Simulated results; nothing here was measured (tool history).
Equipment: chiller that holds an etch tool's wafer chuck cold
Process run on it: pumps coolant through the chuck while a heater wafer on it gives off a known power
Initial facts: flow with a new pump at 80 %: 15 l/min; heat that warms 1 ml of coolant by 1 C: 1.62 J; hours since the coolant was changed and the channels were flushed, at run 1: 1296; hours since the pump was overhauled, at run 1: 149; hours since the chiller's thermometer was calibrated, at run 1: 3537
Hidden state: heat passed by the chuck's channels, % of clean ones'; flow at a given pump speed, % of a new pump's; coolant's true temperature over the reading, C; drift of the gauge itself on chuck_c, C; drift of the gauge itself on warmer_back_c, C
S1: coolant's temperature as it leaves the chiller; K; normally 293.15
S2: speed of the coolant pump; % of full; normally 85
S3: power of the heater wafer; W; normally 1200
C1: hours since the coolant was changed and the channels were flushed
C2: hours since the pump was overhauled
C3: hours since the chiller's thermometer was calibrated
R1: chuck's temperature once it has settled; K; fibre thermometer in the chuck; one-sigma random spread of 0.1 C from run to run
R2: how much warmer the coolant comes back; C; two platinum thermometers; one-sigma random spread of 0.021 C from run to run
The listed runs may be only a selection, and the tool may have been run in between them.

| run | day | S1 | S2 | S3 | C1 | C2 | C3 | R1 | R2 |
|---|---|---|---|---|---|---|---|---|---|
| 1 | 0 | 293.15 | 85 | 1200 | 1296 | 149 | 3537 | 306.35 | 2.8 |
| 2 | 1.304 | 293.15 | 85 | 1200 | 1328 | 180 | 3568 | 306.35 | 2.82 |
| 3 | 2.692 | 293.15 | 85 | 1200 | 1361 | 213 | 3602 | 306.35 | 2.82 |
| 4 | 4.479 | 293.15 | 85 | 747 | 1404 | 256 | 3644 | 301.25 | 1.77 |
| 5 | 6.667 | 293.15 | 85 | 826 | 1456 | 309 | 3697 | 302.15 | 1.91 |
| 6 | 9.096 | 293.15 | 85 | 826 | 1515 | 367 | 3755 | 302.15 | 1.96 |
| 7 | 10.692 | 293.15 | 87 | 826 | 1553 | 405 | 3794 | 302.05 | 1.89 |
| 8 | 11.762 | 293.15 | 87 | 826 | 1579 | 431 | 3819 | 301.85 | 1.88 |
| 9 | 13.933 | 293.15 | 87 | 826 | 1631 | 483 | 3871 | 302.15 | 1.88 |
| 10 | 15.412 | 293.15 | 87 | 826 | 1666 | 518 | 3907 | 302.05 | 1.87 |
| 11 | 16.617 | 293.15 | 85 | 1200 | 1695 | 547 | 3936 | 306.35 | 2.81 |
| 12 | 18.483 | 293.15 | 85 | 1200 | 1740 | 592 | 3981 | 306.45 | 2.8 |
|  | 18.638 | chiller's thermometer calibrated |
| 13 | 20.788 | 293.15 | 85 | 1200 | 1794 | 646 | 52 | 306.45 | 2.81 |
| 14 | 22.983 | 293.15 | 85 | 1200 | 1847 | 699 | 104 | 306.45 | 2.83 |
| 15 | 24.788 | 293.15 | 85 | 1200 | 1890 | 742 | 148 | 306.45 | 2.8 |
| 16 | 26.262 | 293.15 | 85 | 1381 | 1926 | 778 | 183 | 308.75 | 3.23 |
|  | 28.067 | chiller's thermometer calibrated, once more |
| 17 | 28.388 | 293.15 | 85 | 1381 | 1976 | 828 | 8 | 309.05 | 3.28 |
| 18 | 29.729 | 293.15 | 65 | 977 | 2008 | 860 | 40 | 307.25 | 2.99 |
| 19 | 30.8 | 293.15 | 78 | 861 | 2034 | 886 | 66 | 303.85 | 2.22 |
| 20 | 32.912 | 293.15 | 74 | 1306 | 2084 | 936 | 116 | 310.15 | 3.52 |
| 21 | 34.717 | 293.15 | 74 | 1306 | 2128 | 980 | 160 | 309.95 | 3.51 |
| 22 | 37.262 | 293.15 | 74 | 1306 | 2189 | 1041 | 221 | 309.95 | 3.53 |
| 23 | 38.417 | 290.15 | 91 | 1428 | 2216 | 1068 | 248 | 305.45 | 3.14 |
| 24 | 40.579 | 299.15 | 85 | 1664 | 2268 | 1120 | 300 | 318.05 | 3.9 |

What does the tool deliver on the next run?
| 25 | 43.004 | 293.15 | 95 | 1332 | 2326 | 1179 | 358 | ? | ? |

For run 25 the tool returned R1 307.15 K, R2 2.8 C.
Take away the tool's hidden state, keep the run-to-run variation as it was, and the same run would have given R1 306.15 K, R2 2.76 C.

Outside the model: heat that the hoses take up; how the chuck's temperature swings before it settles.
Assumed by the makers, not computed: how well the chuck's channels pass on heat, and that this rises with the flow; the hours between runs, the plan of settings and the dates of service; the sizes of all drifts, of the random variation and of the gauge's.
